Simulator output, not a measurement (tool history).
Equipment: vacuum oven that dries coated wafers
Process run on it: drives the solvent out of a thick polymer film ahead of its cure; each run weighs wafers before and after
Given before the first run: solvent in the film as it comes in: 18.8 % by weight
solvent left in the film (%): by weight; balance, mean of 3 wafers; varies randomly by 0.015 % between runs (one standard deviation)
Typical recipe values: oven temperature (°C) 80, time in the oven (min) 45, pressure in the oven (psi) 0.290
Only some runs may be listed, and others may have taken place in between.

run 1 hour=0.0 | oven_temperature_(°C)=80 time_in_the_oven_(min)=45 pressure_in_the_oven_(psi)=0.290 | solvent_left_in_the_film_(%)=1.48
run 2 hour=7.5 | oven_temperature_(°C)=80 time_in_the_oven_(min)=45 pressure_in_the_oven_(psi)=0.290 | solvent_left_in_the_film_(%)=1.50
run 3 hour=17.8 | oven_temperature_(°C)=80 time_in_the_oven_(min)=45 pressure_in_the_oven_(psi)=0.290 | solvent_left_in_the_film_(%)=1.47
run 4 hour=25.4 | oven_temperature_(°C)=80 time_in_the_oven_(min)=45 pressure_in_the_oven_(psi)=0.290 | solvent_left_in_the_film_(%)=1.51
run 5 hour=33.7 | oven_temperature_(°C)=80 time_in_the_oven_(min)=45 pressure_in_the_oven_(psi)=0.290 | solvent_left_in_the_film_(%)=1.50
run 6 hour=40.8 | oven_temperature_(°C)=70 time_in_the_oven_(min)=45 pressure_in_the_oven_(psi)=0.290 | solvent_left_in_the_film_(%)=3.77
run 7 hour=46.5 | oven_temperature_(°C)=70 time_in_the_oven_(min)=45 pressure_in_the_oven_(psi)=0.290 | solvent_left_in_the_film_(%)=3.75
run 8 hour=56.8 | oven_temperature_(°C)=70 time_in_the_oven_(min)=45 pressure_in_the_oven_(psi)=0.290 | solvent_left_in_the_film_(%)=3.78
run 9 hour=62.0 | oven_temperature_(°C)=70 time_in_the_oven_(min)=45 pressure_in_the_oven_(psi)=0.290 | solvent_left_in_the_film_(%)=3.76
run 10 hour=71.6 | oven_temperature_(°C)=94 time_in_the_oven_(min)=45 pressure_in_the_oven_(psi)=0.290 | solvent_left_in_the_film_(%)=0.55
run 11 hour=80.3 | oven_temperature_(°C)=80 time_in_the_oven_(min)=45 pressure_in_the_oven_(psi)=0.290 | solvent_left_in_the_film_(%)=1.52
run 12 hour=86.8 | oven_temperature_(°C)=80 time_in_the_oven_(min)=45 pressure_in_the_oven_(psi)=0.290 | solvent_left_in_the_film_(%)=1.53
run 13 hour=96.4 | oven_temperature_(°C)=80 time_in_the_oven_(min)=45 pressure_in_the_oven_(psi)=0.290 | solvent_left_in_the_film_(%)=1.54
run 14 hour=107.1 | oven_temperature_(°C)=80 time_in_the_oven_(min)=45 pressure_in_the_oven_(psi)=0.290 | solvent_left_in_the_film_(%)=1.53
run 15 hour=116.1 | oven_temperature_(°C)=80 time_in_the_oven_(min)=45 pressure_in_the_oven_(psi)=0.290 | solvent_left_in_the_film_(%)=1.54
run 16 hour=127.6 | oven_temperature_(°C)=91 time_in_the_oven_(min)=45 pressure_in_the_oven_(psi)=0.405 | solvent_left_in_the_film_(%)=0.85
run 17 hour=139.4 | oven_temperature_(°C)=80 time_in_the_oven_(min)=36 pressure_in_the_oven_(psi)=0.532 | solvent_left_in_the_film_(%)=2.85
run 18 hour=144.7 | oven_temperature_(°C)=68 time_in_the_oven_(min)=23 pressure_in_the_oven_(psi)=0.532 | solvent_left_in_the_film_(%)=8.76
run 19 hour=151.2 | oven_temperature_(°C)=82 time_in_the_oven_(min)=26 pressure_in_the_oven_(psi)=0.194 | solvent_left_in_the_film_(%)=2.67
run 20 hour=160.0 | oven_temperature_(°C)=72 time_in_the_oven_(min)=36 pressure_in_the_oven_(psi)=0.596 | solvent_left_in_the_film_(%)=5.39
run 21 hour=168.9 | oven_temperature_(°C)=72 time_in_the_oven_(min)=36 pressure_in_the_oven_(psi)=0.596 | solvent_left_in_the_film_(%)=5.43
run 22 hour=179.0 | oven_temperature_(°C)=83 time_in_the_oven_(min)=60 pressure_in_the_oven_(psi)=0.293 | solvent_left_in_the_film_(%)=0.95
run 23 hour=187.4 | oven_temperature_(°C)=83 time_in_the_oven_(min)=60 pressure_in_the_oven_(psi)=0.490 | solvent_left_in_the_film_(%)=1.47
run 24 hour=195.3 | oven_temperature_(°C)=83 time_in_the_oven_(min)=60 pressure_in_the_oven_(psi)=0.490 | solvent_left_in_the_film_(%)=1.31
run 25 hour=205.6 | oven_temperature_(°C)=83 time_in_the_oven_(min)=60 pressure_in_the_oven_(psi)=0.490 | solvent_left_in_the_film_(%)=1.34
run 26 hour=216.4 | oven_temperature_(°C)=83 time_in_the_oven_(min)=60 pressure_in_the_oven_(psi)=0.490 | solvent_left_in_the_film_(%)=1.31
run 27 hour=224.5 | oven_temperature_(°C)=83 time_in_the_oven_(min)=60 pressure_in_the_oven_(psi)=0.490 | solvent_left_in_the_film_(%)=1.32
run 28 hour=231.5 | oven_temperature_(°C)=88 time_in_the_oven_(min)=43 pressure_in_the_oven_(psi)=0.779 | solvent_left_in_the_film_(%)=1.70
run 29 hour=243.0 | oven_temperature_(°C)=88 time_in_the_oven_(min)=40 pressure_in_the_oven_(psi)=0.365 | solvent_left_in_the_film_(%)=0.92

Missing from the log above: 2 entries noted between runs. For each, name the pair of listed runs it sits between and say how the tool's hidden condition differs from the listed run just before to the listed run just after:
Runs 16 to 17: oven's thermocouples calibrated (hour 135.1)
  true wafer temperature over the reading, C: -1.56 -> -2.1; true pressure over the reading, kPa: 0.13 -> 0.132
  what was measured, less what the result would be without the hidden state, solvent left in the film (%): +0.10 -> +0.49
Runs 23 to 24: oven's thermocouples calibrated, once more (hour 192.4)
  true wafer temperature over the reading, C: -2.17 -> 0.09; true pressure over the reading, kPa: 0.142 -> 0.144
  what was measured, less what the result would be without the hidden state, solvent left in the film (%): +0.21 -> +0.04
